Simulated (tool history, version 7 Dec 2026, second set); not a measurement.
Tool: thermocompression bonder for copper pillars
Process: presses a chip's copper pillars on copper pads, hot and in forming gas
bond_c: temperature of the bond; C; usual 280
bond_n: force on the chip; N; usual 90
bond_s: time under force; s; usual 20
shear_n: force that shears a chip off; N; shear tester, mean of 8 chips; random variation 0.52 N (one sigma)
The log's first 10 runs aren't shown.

run,hour,bond_c,bond_n,bond_s,shear_n
11,280.1,273,90,20,66.2
12,296.5,273,115,20,75.8
13,315.9,273,115,20,77.0
14,336.5,273,115,20,76.4
15,364.1,280,114,20,82.9
16,394.2,258,90,20,51.4
17,421.1,258,90,20,50.7
18,438.9,255,80,19,42.9
# hour 450.5: forming gas filter changed
19,464.7,283,55,36,70.3
20,497.5,252,75,20,41.9
21,526.4,255,131,12,54.6
22,552.1,255,131,12,54.7
23,577.6,255,131,12,54.3
# hour 582.4: force cell calibrated
24,595.6,280,131,21,92.1
25,613.8,275,86,39,83.7
26,642.7,251,60,12,26.8
27,665.2,251,60,12,27.2
# hour 680.3: force cell calibrated, once more
28,695.8,280,55,47,69.3
29,714.9,280,55,47,68.9
30,753.4,280,111,20,79.9
31,778.3,296,61,20,67.7
32,808.2,296,61,20,66.4
33,843.1,296,61,20,67.4
34,870.8,280,90,30,79.2

Forecast each of these 5 alternatives for the next run:
# hour 882.6: forming gas filter changed
A,899.0,280,75,47,?
# hour 882.6: forming gas filter changed
B,899.0,280,90,31,?
# hour 882.6: forming gas filter changed
C,899.0,291,90,11,?
# hour 882.6: forming gas filter changed
D,899.0,280,90,20,?
# hour 882.6: forming gas filter changed
E,899.0,268,90,30,?

run,shear_n
A,86.8
B,85.0
C,69.0
D,72.2
E,71.5
Without the tool's hidden state the same runs would have given:
run,shear_n
A,88.9
B,87.0
C,70.8
D,74.1
E,73.5
